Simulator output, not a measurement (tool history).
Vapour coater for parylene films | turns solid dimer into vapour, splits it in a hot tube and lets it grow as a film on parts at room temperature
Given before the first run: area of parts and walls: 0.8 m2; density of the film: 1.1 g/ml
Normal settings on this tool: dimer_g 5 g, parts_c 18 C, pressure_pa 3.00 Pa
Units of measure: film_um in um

run	hour	dimer_g	parts_c	pressure_pa	film_um
1	0.0	5	18	3.00	3.05
2	17.3	5	18	3.00	3.10
3	52.5	5	18	3.00	3.04
4	85.0	5	18	3.00	3.04
5	117.9	5	18	3.00	3.05
6	144.9	5	18	3.00	3.04
7	174.1	5	20	3.00	2.83
8	209.9	7	29	3.17	2.95
9	242.8	3	14	9.48	1.99
10	262.2	6	17	3.00	4.03

Between the runs listed above, the log contained 2 entries, not reproduced here. Where in the sequence does each belong, and how does what the log doesn't record of the tool's condition differ from the listed run before to the listed run after?
After run 7, before run 8: table's thermometer calibrated (hour 178.8)
  vapour lost through the trap's worn valve, %: 7.7 -> 7.9
  measured minus no-state result, film_um: -0.24 -> -0.26 um
After run 8, before run 9: trap's valve overhauled (hour 216.7)
  vapour lost through the trap's worn valve, %: 7.9 -> 0.4; true temperature of the parts over the reading, C: 0.04 -> 0.03
  measured minus no-state result, film_um: -0.26 -> -0.01 um

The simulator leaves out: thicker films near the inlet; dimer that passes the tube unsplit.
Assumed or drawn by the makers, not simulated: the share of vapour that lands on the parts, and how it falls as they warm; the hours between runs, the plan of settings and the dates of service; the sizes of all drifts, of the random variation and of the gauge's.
